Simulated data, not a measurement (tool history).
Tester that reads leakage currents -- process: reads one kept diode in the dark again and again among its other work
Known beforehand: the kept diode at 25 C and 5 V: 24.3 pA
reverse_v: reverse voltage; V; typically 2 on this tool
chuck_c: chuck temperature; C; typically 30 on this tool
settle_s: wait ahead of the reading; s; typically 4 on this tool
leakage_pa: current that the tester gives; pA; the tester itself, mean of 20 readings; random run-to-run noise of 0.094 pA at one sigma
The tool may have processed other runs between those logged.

Run 1, day 0: usual settings. Result: leakage_pa 24.24 pA.
Run 2, day 1.725: usual settings but reverse_v 5.88 V. Result: leakage_pa 37.74 pA.
Run 3, day 3.008: usual settings but reverse_v 5.88 V. Result: leakage_pa 37.41 pA.
Run 4, day 3.9: usual settings. Result: leakage_pa 24.11 pA.
Run 5, day 4.867: usual settings but reverse_v 1.82 V. Result: leakage_pa 23.05 pA.
Run 6, day 6.188: usual settings but reverse_v 1.82 V. Result: leakage_pa 23.14 pA.
Run 7, day 7.883: usual settings but reverse_v 1.82 V. Result: leakage_pa 23.19 pA.
Run 8, day 9.471: usual settings but reverse_v 1.82 V, settle_s 0.59 s. Result: leakage_pa 24.29 pA.
Run 9, day 10.983: usual settings but reverse_v 1.21 V. Result: leakage_pa 19.5 pA.
Run 10, day 11.754: usual settings but chuck_c 46 C, settle_s 3.14 s. Result: leakage_pa 92.91 pA.
Run 11, day 13: usual settings but reverse_v 3.65 V, chuck_c 36 C, settle_s 2.11 s. Result: leakage_pa 52.19 pA.
Run 12, day 14.362: usual settings but reverse_v 1.99 V, chuck_c 37 C, settle_s 2.99 s. Result: leakage_pa 43.92 pA.
At day 15.971: chuck's temperature calibrated.
Run 13, day 16.012: usual settings but reverse_v 1.99 V, chuck_c 42 C, settle_s 0.54 s. Result: leakage_pa 74.98 pA.
Run 14, day 17.229: usual settings but reverse_v 1.99 V, chuck_c 42 C, settle_s 0.54 s. Result: leakage_pa 75.15 pA.
Run 15, day 18.904: usual settings but reverse_v 3.33 V, chuck_c 50 C, settle_s 9.36 s. Result: leakage_pa 171.39 pA.
Run 16, day 19.846: usual settings but reverse_v 1.28 V, chuck_c 23 C, settle_s 0.71 s. Result: leakage_pa 12.48 pA.
Run 17, day 21.412: usual settings but reverse_v 1.28 V, chuck_c 43 C, settle_s 0.71 s. Result: leakage_pa 66.82 pA.
Run 18, day 22.358: usual settings but reverse_v 10.49 V, chuck_c 21 C, settle_s 2.26 s. Result: leakage_pa 25.83 pA.

Alternative continuations, all from the tool just after run 18; predict every row:
Run A, day 23.583: usual settings but reverse_v 1.8 V, chuck_c 51 C, settle_s 1.99 s. Result: leakage_pa ?.
Run B, day 23.583: usual settings but settle_s 9.91 s. Result: leakage_pa ?.
Run C, day 23.583: usual settings but reverse_v 3 V, chuck_c 24 C, settle_s 2.39 s. Result: leakage_pa ?.
Run D, day 23.583: usual settings but reverse_v 4.85 V, chuck_c 40 C, settle_s 5.88 s. Result: leakage_pa ?.
Run E, day 23.583: usual settings but reverse_v 1.34 V, chuck_c 52 C, settle_s 1.77 s. Result: leakage_pa ?.

run  leakage_pa
  A      144.45
  B       26.49
  C       18.85
  D       88.68
  E      138.52
The same runs, with their run-to-run variation unchanged, on a tool lacking any hidden condition would have given:
run  leakage_pa
  A      146.01
  B       26.56
  C       18.66
  D       89.14
  E      140.06

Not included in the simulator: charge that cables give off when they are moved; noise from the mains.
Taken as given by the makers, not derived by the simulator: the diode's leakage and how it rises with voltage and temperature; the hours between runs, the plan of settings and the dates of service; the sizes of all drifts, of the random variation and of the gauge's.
